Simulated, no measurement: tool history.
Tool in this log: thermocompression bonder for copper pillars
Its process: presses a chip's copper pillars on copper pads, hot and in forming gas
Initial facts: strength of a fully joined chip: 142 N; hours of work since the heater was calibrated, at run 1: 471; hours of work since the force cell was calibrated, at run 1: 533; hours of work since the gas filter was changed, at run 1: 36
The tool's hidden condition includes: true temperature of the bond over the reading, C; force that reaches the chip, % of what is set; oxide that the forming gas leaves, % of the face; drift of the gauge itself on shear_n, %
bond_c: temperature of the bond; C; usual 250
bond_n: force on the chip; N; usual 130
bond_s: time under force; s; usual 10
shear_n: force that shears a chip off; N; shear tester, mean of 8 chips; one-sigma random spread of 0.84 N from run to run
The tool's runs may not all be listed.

run,hour,bond_c,bond_n,bond_s,hours of work since the heater was calibrated,hours of work since the force cell was calibrated,hours of work since the gas filter was changed,shear_n
1,0,250,130,10,471,533,36,67.7
2,70.2,250,130,10,513,576,78,66.9
3,135.4,267,130,10,553,615,117,78.1
# hour 149.8: forming gas filter changed
4,192.3,250,130,10,587,649,26,66.5
5,238.5,238,130,10,615,677,54,61.2
6,326.9,250,130,10,668,730,107,68
# hour 344.9: force cell calibrated
# hour 361.6: forming gas filter changed
7,371.3,250,130,10,694,16,6,67.3
8,413.4,250,130,10,719,41,31,67.2
9,463.2,250,130,10,749,71,61,67.5
# hour 503.4: heater calibrated with a thermocouple chip
10,525.4,250,130,10,13,107,98,66.4
# hour 574.7: forming gas filter changed
11,611.7,250,130,10,65,159,22,68.1
12,667.1,232,101,10,99,193,56,48
13,738.9,261,188,29,142,236,99,113.1
# hour 786.6: forming gas filter changed
14,804.2,261,188,29,181,275,11,113
15,852,261,188,29,210,304,40,116.1
16,927.4,261,188,29,255,350,85,116.4
17,984.7,261,188,8,290,384,120,81.2
# hour 993.4: forming gas filter changed
18,1045.1,261,188,8,326,421,31,84.2
19,1130.1,276,130,10,378,472,83,86.9
# hour 1204.9: forming gas filter changed
20,1210.8,276,130,10,426,520,4,86.1

For each entry between runs, how does the tool's hidden state at the last listed run before it compare with that at the first listed run after it?
In the gap between runs 3 and 4: forming gas filter changed (hour 149.8)
  oxide that the forming gas leaves, % of the face: 1.06 -> 0.62
In the gap between runs 6 and 7: force cell calibrated (hour 344.9); forming gas filter changed (hour 361.6)
  force that reaches the chip, % of what is set: 99.6 -> 100; oxide that the forming gas leaves, % of the face: 1 -> 0.53
In the gap between runs 9 and 10: heater calibrated with a thermocouple chip (hour 503.4)
  true temperature of the bond over the reading, C: 0.3 -> 0; oxide that the forming gas leaves, % of the face: 0.78 -> 0.94
In the gap between runs 10 and 11: forming gas filter changed (hour 574.7)
  oxide that the forming gas leaves, % of the face: 0.94 -> 0.62
In the gap between runs 13 and 14: forming gas filter changed (hour 786.6)
  force that reaches the chip, % of what is set: 99.9 -> 99.8; oxide that the forming gas leaves, % of the face: 0.96 -> 0.55
In the gap between runs 17 and 18: forming gas filter changed (hour 993.4)
  force that reaches the chip, % of what is set: 99.8 -> 99.7; oxide that the forming gas leaves, % of the face: 1 -> 0.64
In the gap between runs 19 and 20: forming gas filter changed (hour 1204.9)
  oxide that the forming gas leaves, % of the face: 0.87 -> 0.52

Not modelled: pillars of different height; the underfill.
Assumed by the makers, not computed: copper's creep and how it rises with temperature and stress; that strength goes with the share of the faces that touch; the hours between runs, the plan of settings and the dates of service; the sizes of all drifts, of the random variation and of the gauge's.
